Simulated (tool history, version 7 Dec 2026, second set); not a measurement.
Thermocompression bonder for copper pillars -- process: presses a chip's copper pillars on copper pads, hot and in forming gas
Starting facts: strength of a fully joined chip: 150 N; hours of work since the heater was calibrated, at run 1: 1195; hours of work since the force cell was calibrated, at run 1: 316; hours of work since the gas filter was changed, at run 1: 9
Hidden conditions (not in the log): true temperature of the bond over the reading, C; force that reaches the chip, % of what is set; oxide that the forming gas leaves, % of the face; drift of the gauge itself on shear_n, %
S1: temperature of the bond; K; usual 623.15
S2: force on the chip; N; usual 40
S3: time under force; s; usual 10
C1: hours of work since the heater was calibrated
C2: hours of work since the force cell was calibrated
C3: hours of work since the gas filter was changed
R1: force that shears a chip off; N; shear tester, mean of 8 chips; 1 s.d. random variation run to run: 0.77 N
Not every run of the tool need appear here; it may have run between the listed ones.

{"run": 1, "hour": 0.0, "S1": 623.15, "S2": 40, "S3": 10, "C1": 1195, "C2": 316, "C3": 9, "R1": 68.8}
{"run": 2, "hour": 40.3, "S1": 623.15, "S2": 26, "S3": 10, "C1": 1216, "C2": 337, "C3": 30, "R1": 53.6}
{"run": 3, "hour": 93.5, "S1": 623.15, "S2": 26, "S3": 10, "C1": 1243, "C2": 365, "C3": 58, "R1": 52.1}
{"run": 4, "hour": 149.4, "S1": 623.15, "S2": 40, "S3": 10, "C1": 1272, "C2": 394, "C3": 87, "R1": 67.8}
{"run": 5, "hour": 190.8, "S1": 623.15, "S2": 40, "S3": 10, "C1": 1294, "C2": 415, "C3": 108, "R1": 67.5}
{"run": 6, "hour": 224.7, "S1": 623.15, "S2": 40, "S3": 10, "C1": 1311, "C2": 433, "C3": 126, "R1": 67.8}
{"run": 7, "hour": 251.8, "S1": 623.15, "S2": 40, "S3": 10, "C1": 1325, "C2": 447, "C3": 140, "R1": 67.3}
{"run": 8, "hour": 281.0, "S1": 623.15, "S2": 40, "S3": 10, "C1": 1340, "C2": 462, "C3": 155, "R1": 67.5}
{"run": 9, "hour": 316.4, "S1": 623.15, "S2": 40, "S3": 10, "C1": 1359, "C2": 480, "C3": 173, "R1": 68.9}
{"run": 10, "hour": 353.7, "S1": 623.15, "S2": 36, "S3": 10, "C1": 1378, "C2": 500, "C3": 193, "R1": 64.0}
{"run": 11, "hour": 395.3, "S1": 623.15, "S2": 58, "S3": 10, "C1": 1400, "C2": 521, "C3": 214, "R1": 81.9}
{"hour": 426.3, "done": "heater calibrated with a thermocouple chip"}
{"run": 12, "hour": 459.9, "S1": 623.15, "S2": 58, "S3": 8, "C1": 17, "C2": 554, "C3": 247, "R1": 67.7}
{"run": 13, "hour": 488.5, "S1": 623.15, "S2": 44, "S3": 10, "C1": 32, "C2": 568, "C3": 261, "R1": 62.9}
{"run": 14, "hour": 527.5, "S1": 623.15, "S2": 44, "S3": 10, "C1": 53, "C2": 589, "C3": 282, "R1": 63.8}
{"run": 15, "hour": 572.9, "S1": 623.15, "S2": 44, "S3": 10, "C1": 76, "C2": 612, "C3": 305, "R1": 63.2}
{"hour": 579.6, "done": "force cell calibrated"}
{"run": 16, "hour": 631.2, "S1": 623.15, "S2": 44, "S3": 10, "C1": 106, "C2": 27, "C3": 335, "R1": 65.1}
{"run": 17, "hour": 667.6, "S1": 623.15, "S2": 44, "S3": 10, "C1": 124, "C2": 46, "C3": 354, "R1": 65.2}
{"run": 18, "hour": 728.2, "S1": 623.15, "S2": 44, "S3": 10, "C1": 156, "C2": 77, "C3": 385, "R1": 64.9}
{"run": 19, "hour": 774.5, "S1": 623.15, "S2": 44, "S3": 10, "C1": 180, "C2": 101, "C3": 409, "R1": 64.9}
{"hour": 786.8, "done": "forming gas filter changed"}
{"hour": 790.9, "done": "force cell calibrated, once more"}
{"run": 20, "hour": 822.5, "S1": 623.15, "S2": 44, "S3": 10, "C1": 204, "C2": 16, "C3": 18, "R1": 62.8}
{"run": 21, "hour": 862.1, "S1": 623.15, "S2": 24, "S3": 16, "C1": 224, "C2": 37, "C3": 38, "R1": 53.6}
{"run": 22, "hour": 912.4, "S1": 623.15, "S2": 32, "S3": 7, "C1": 250, "C2": 63, "C3": 64, "R1": 45.2}
{"run": 23, "hour": 970.2, "S1": 634.15, "S2": 40, "S3": 10, "C1": 280, "C2": 93, "C3": 94, "R1": 69.1}
{"run": 24, "hour": 1024.9, "S1": 623.15, "S2": 31, "S3": 10, "C1": 309, "C2": 121, "C3": 123, "R1": 52.0}
{"run": 25, "hour": 1051.0, "S1": 628.15, "S2": 32, "S3": 12, "C1": 322, "C2": 135, "C3": 136, "R1": 60.9}
{"run": 26, "hour": 1087.2, "S1": 628.15, "S2": 32, "S3": 12, "C1": 341, "C2": 154, "C3": 155, "R1": 59.5}
{"run": 27, "hour": 1127.7, "S1": 623.15, "S2": 54, "S3": 11, "C1": 362, "C2": 175, "C3": 176, "R1": 72.1}
{"run": 28, "hour": 1189.2, "S1": 617.15, "S2": 49, "S3": 10, "C1": 394, "C2": 207, "C3": 208, "R1": 63.6}
{"run": 29, "hour": 1223.1, "S1": 605.15, "S2": 57, "S3": 18, "C1": 411, "C2": 224, "C3": 225, "R1": 74.6}
{"run": 30, "hour": 1251.7, "S1": 593.15, "S2": 37, "S3": 9, "C1": 426, "C2": 239, "C3": 240, "R1": 36.4}
{"run": 31, "hour": 1289.2, "S1": 617.15, "S2": 37, "S3": 24, "C1": 446, "C2": 258, "C3": 260, "R1": 75.4}
{"run": 32, "hour": 1351.4, "S1": 609.15, "S2": 40, "S3": 15, "C1": 478, "C2": 291, "C3": 292, "R1": 59.4}
{"run": 33, "hour": 1407.2, "S1": 640.15, "S2": 32, "S3": 10, "C1": 507, "C2": 320, "C3": 321, "R1": 64.8}
{"run": 34, "hour": 1433.9, "S1": 640.15, "S2": 32, "S3": 10, "C1": 521, "C2": 334, "C3": 335, "R1": 66.0}
{"run": 35, "hour": 1460.5, "S1": 620.15, "S2": 31, "S3": 9, "C1": 535, "C2": 347, "C3": 349, "R1": 48.0}
{"run": 36, "hour": 1490.7, "S1": 635.15, "S2": 30, "S3": 7, "C1": 550, "C2": 363, "C3": 364, "R1": 50.9}
{"run": 37, "hour": 1540.9, "S1": 652.15, "S2": 30, "S3": 14, "C1": 576, "C2": 389, "C3": 390, "R1": 81.0}
{"hour": 1591.7, "done": "forming gas filter changed"}
{"run": 38, "hour": 1596.2, "S1": 648.15, "S2": 39, "S3": 6, "C1": 605, "C2": 417, "C3": 2, "R1": 68.9}
{"run": 39, "hour": 1630.7, "S1": 623.15, "S2": 33, "S3": 10, "C1": 623, "C2": 435, "C3": 20, "R1": 57.4}

Results for each run, recomputed without the tool's hidden state and with each run's random variation untouched:
run=1 R1=60.0
run=2 R1=46.1
run=3 R1=44.5
run=4 R1=58.7
run=5 R1=58.3
run=6 R1=58.5
run=7 R1=58.1
run=8 R1=58.0
run=9 R1=59.4
run=10 R1=54.7
run=11 R1=71.5
run=12 R1=67.2
run=13 R1=62.4
run=14 R1=63.1
run=15 R1=62.4
run=16 R1=62.4
run=17 R1=62.4
run=18 R1=62.1
run=19 R1=62.0
run=20 R1=62.3
run=21 R1=53.1
run=22 R1=44.6
run=23 R1=68.3
run=24 R1=51.1
run=25 R1=59.8
run=26 R1=58.4
run=27 R1=70.9
run=28 R1=62.2
run=29 R1=72.9
run=30 R1=35.1
run=31 R1=73.7
run=32 R1=57.6
run=33 R1=63.0
run=34 R1=64.2
run=35 R1=46.2
run=36 R1=49.1
run=37 R1=79.0
run=38 R1=64.5
run=39 R1=53.3
